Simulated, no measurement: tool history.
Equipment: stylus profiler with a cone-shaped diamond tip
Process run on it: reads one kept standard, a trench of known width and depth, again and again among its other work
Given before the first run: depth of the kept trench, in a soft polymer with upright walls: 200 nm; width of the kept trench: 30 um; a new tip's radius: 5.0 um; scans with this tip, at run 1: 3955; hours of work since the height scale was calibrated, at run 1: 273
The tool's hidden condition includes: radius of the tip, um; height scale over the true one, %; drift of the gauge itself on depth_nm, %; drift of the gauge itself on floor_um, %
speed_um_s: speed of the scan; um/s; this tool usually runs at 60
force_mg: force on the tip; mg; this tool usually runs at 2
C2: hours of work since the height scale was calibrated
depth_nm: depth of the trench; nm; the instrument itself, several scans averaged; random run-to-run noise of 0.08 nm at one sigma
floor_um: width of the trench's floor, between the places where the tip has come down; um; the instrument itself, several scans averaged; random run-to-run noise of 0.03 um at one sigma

{"run": 1, "hour": 0.0, "speed_um_s": 60, "force_mg": 2, "scans with this tip": 3955, "C2": 273, "depth_nm": 201.97, "floor_um": 26.75}
{"run": 2, "hour": 59.4, "speed_um_s": 60, "force_mg": 2, "scans with this tip": 4457, "C2": 307, "depth_nm": 202.1, "floor_um": 26.75}
{"run": 3, "hour": 95.2, "speed_um_s": 18, "force_mg": 2, "scans with this tip": 4759, "C2": 328, "depth_nm": 202.02, "floor_um": 26.81}
{"run": 4, "hour": 139.4, "speed_um_s": 18, "force_mg": 2, "scans with this tip": 5132, "C2": 354, "depth_nm": 202.06, "floor_um": 26.8}
{"run": 5, "hour": 199.1, "speed_um_s": 18, "force_mg": 2, "scans with this tip": 5635, "C2": 388, "depth_nm": 201.86, "floor_um": 26.79}
{"run": 6, "hour": 267.1, "speed_um_s": 60, "force_mg": 2, "scans with this tip": 6209, "C2": 428, "depth_nm": 201.87, "floor_um": 26.68}
{"run": 7, "hour": 336.7, "speed_um_s": 60, "force_mg": 1.84, "scans with this tip": 6797, "C2": 468, "depth_nm": 201.79, "floor_um": 26.64}
{"run": 8, "hour": 405.8, "speed_um_s": 60, "force_mg": 1.84, "scans with this tip": 7380, "C2": 509, "depth_nm": 201.64, "floor_um": 26.62}
{"run": 9, "hour": 474.4, "speed_um_s": 60, "force_mg": 2, "scans with this tip": 7958, "C2": 549, "depth_nm": 201.8, "floor_um": 26.6}
{"run": 10, "hour": 537.2, "speed_um_s": 60, "force_mg": 2, "scans with this tip": 8488, "C2": 585, "depth_nm": 201.95, "floor_um": 26.55}
{"run": 11, "hour": 594.6, "speed_um_s": 20, "force_mg": 2, "scans with this tip": 8973, "C2": 618, "depth_nm": 201.95, "floor_um": 26.61}
{"run": 12, "hour": 653.5, "speed_um_s": 20, "force_mg": 1.37, "scans with this tip": 9470, "C2": 653, "depth_nm": 201.3, "floor_um": 26.54}
{"run": 13, "hour": 721.3, "speed_um_s": 60, "force_mg": 2, "scans with this tip": 10042, "C2": 692, "depth_nm": 201.66, "floor_um": 26.46}
{"run": 14, "hour": 779.6, "speed_um_s": 27, "force_mg": 2, "scans with this tip": 10535, "C2": 726, "depth_nm": 201.9, "floor_um": 26.52}
{"run": 15, "hour": 826.8, "speed_um_s": 67, "force_mg": 2, "scans with this tip": 10932, "C2": 753, "depth_nm": 201.72, "floor_um": 26.39}
{"run": 16, "hour": 868.9, "speed_um_s": 18, "force_mg": 2, "scans with this tip": 11287, "C2": 778, "depth_nm": 201.68, "floor_um": 26.55}
{"run": 17, "hour": 909.9, "speed_um_s": 60, "force_mg": 0.83, "scans with this tip": 11633, "C2": 802, "depth_nm": 200.85, "floor_um": 26.36}
{"run": 18, "hour": 966.1, "speed_um_s": 96, "force_mg": 2, "scans with this tip": 12108, "C2": 834, "depth_nm": 201.71, "floor_um": 26.28}
{"run": 19, "hour": 1023.0, "speed_um_s": 60, "force_mg": 2, "scans with this tip": 12588, "C2": 868, "depth_nm": 201.57, "floor_um": 26.34}
{"run": 20, "hour": 1054.1, "speed_um_s": 60, "force_mg": 2, "scans with this tip": 12850, "C2": 886, "depth_nm": 201.58, "floor_um": 26.34}
{"run": 21, "hour": 1115.4, "speed_um_s": 60, "force_mg": 2, "scans with this tip": 13368, "C2": 921, "depth_nm": 201.57, "floor_um": 26.3}
{"run": 22, "hour": 1169.8, "speed_um_s": 60, "force_mg": 3.56, "scans with this tip": 13827, "C2": 953, "depth_nm": 202.62, "floor_um": 26.36}
{"run": 23, "hour": 1218.8, "speed_um_s": 60, "force_mg": 2, "scans with this tip": 14240, "C2": 981, "depth_nm": 201.41, "floor_um": 26.27}
{"run": 24, "hour": 1255.5, "speed_um_s": 91, "force_mg": 1.34, "scans with this tip": 14550, "C2": 1003, "depth_nm": 201.1, "floor_um": 26.12}
{"run": 25, "hour": 1310.1, "speed_um_s": 233, "force_mg": 2, "scans with this tip": 15011, "C2": 1035, "depth_nm": 201.59, "floor_um": 25.89}
{"run": 26, "hour": 1340.5, "speed_um_s": 194, "force_mg": 1.08, "scans with this tip": 15268, "C2": 1052, "depth_nm": 200.86, "floor_um": 25.73}
{"run": 27, "hour": 1372.1, "speed_um_s": 55, "force_mg": 0.73, "scans with this tip": 15534, "C2": 1071, "depth_nm": 200.3, "floor_um": 26.12}
{"run": 28, "hour": 1403.3, "speed_um_s": 141, "force_mg": 1.78, "scans with this tip": 15798, "C2": 1089, "depth_nm": 201.41, "floor_um": 25.96}
{"run": 29, "hour": 1460.5, "speed_um_s": 27, "force_mg": 1.11, "scans with this tip": 16280, "C2": 1122, "depth_nm": 200.75, "floor_um": 26.25}
{"run": 30, "hour": 1529.2, "speed_um_s": 60, "force_mg": 1.22, "scans with this tip": 16860, "C2": 1162, "depth_nm": 200.84, "floor_um": 26.09}
{"run": 31, "hour": 1605.0, "speed_um_s": 48, "force_mg": 5.33, "scans with this tip": 17500, "C2": 1206, "depth_nm": 203.62, "floor_um": 26.21}
{"run": 32, "hour": 1672.8, "speed_um_s": 130, "force_mg": 1.65, "scans with this tip": 18072, "C2": 1246, "depth_nm": 201.07, "floor_um": 25.89}
{"run": 33, "hour": 1736.1, "speed_um_s": 155, "force_mg": 5.61, "scans with this tip": 18606, "C2": 1282, "depth_nm": 203.73, "floor_um": 26}
{"run": 34, "hour": 1807.3, "speed_um_s": 221, "force_mg": 2.44, "scans with this tip": 19207, "C2": 1324, "depth_nm": 201.67, "floor_um": 25.71}
{"run": 35, "hour": 1866.2, "speed_um_s": 71, "force_mg": 2.21, "scans with this tip": 19704, "C2": 1358, "depth_nm": 201.51, "floor_um": 25.99}
{"run": 36, "hour": 1940.5, "speed_um_s": 237, "force_mg": 2, "scans with this tip": 20331, "C2": 1401, "depth_nm": 201.16, "floor_um": 25.53}
{"run": 37, "hour": 1993.6, "speed_um_s": 22, "force_mg": 1.16, "scans with this tip": 20779, "C2": 1432, "depth_nm": 200.42, "floor_um": 26.06}
{"run": 38, "hour": 2046.3, "speed_um_s": 88, "force_mg": 1.13, "scans with this tip": 21224, "C2": 1463, "depth_nm": 200.41, "floor_um": 25.74}
{"run": 39, "hour": 2118.6, "speed_um_s": 101, "force_mg": 2, "scans with this tip": 21834, "C2": 1505, "depth_nm": 201.25, "floor_um": 25.81}
{"run": 40, "hour": 2165.4, "speed_um_s": 35, "force_mg": 1.31, "scans with this tip": 22229, "C2": 1532, "depth_nm": 200.7, "floor_um": 25.96}
{"run": 41, "hour": 2214.2, "speed_um_s": 35, "force_mg": 1.31, "scans with this tip": 22640, "C2": 1560, "depth_nm": 200.41, "floor_um": 25.92}
{"run": 42, "hour": 2254.9, "speed_um_s": 35, "force_mg": 1.31, "scans with this tip": 22984, "C2": 1584, "depth_nm": 200.67, "floor_um": 25.88}
{"run": 43, "hour": 2324.4, "speed_um_s": 35, "force_mg": 1.31, "scans with this tip": 23570, "C2": 1625, "depth_nm": 200.51, "floor_um": 25.84}
{"run": 44, "hour": 2366.8, "speed_um_s": 35, "force_mg": 1.31, "scans with this tip": 23928, "C2": 1649, "depth_nm": 200.5, "floor_um": 25.92}
{"run": 45, "hour": 2409.0, "speed_um_s": 138, "force_mg": 2.29, "scans with this tip": 24284, "C2": 1674, "depth_nm": 201.29, "floor_um": 25.66}
{"run": 46, "hour": 2472.6, "speed_um_s": 22, "force_mg": 4.29, "scans with this tip": 24821, "C2": 1711, "depth_nm": 202.65, "floor_um": 25.88}

Below are 4 alternative next runs, each starting from the tool's condition after run 46. Predict each:
{"run": "A", "hour": 2541.2, "speed_um_s": 60, "force_mg": 2.47, "scans with this tip": 25400, "C2": 1751, "depth_nm": "?", "floor_um": "?"}
{"run": "B", "hour": 2541.2, "speed_um_s": 84, "force_mg": 5.34, "scans with this tip": 25400, "C2": 1751, "depth_nm": "?", "floor_um": "?"}
{"run": "C", "hour": 2541.2, "speed_um_s": 44, "force_mg": 5.02, "scans with this tip": 25400, "C2": 1751, "depth_nm": "?", "floor_um": "?"}
{"run": "D", "hour": 2541.2, "speed_um_s": 186, "force_mg": 4.6, "scans with this tip": 25400, "C2": 1751, "depth_nm": "?", "floor_um": "?"}

run=A depth_nm=201.27 floor_um=25.76
run=B depth_nm=203.06 floor_um=25.81
run=C depth_nm=202.88 floor_um=25.88
run=D depth_nm=202.65 floor_um=25.64
With no hidden state in the tool, these same runs would have given:
run=A depth_nm=202.52 floor_um=27.05
run=B depth_nm=204.33 floor_um=27.1
run=C depth_nm=204.15 floor_um=27.17
run=D depth_nm=203.91 floor_um=26.93
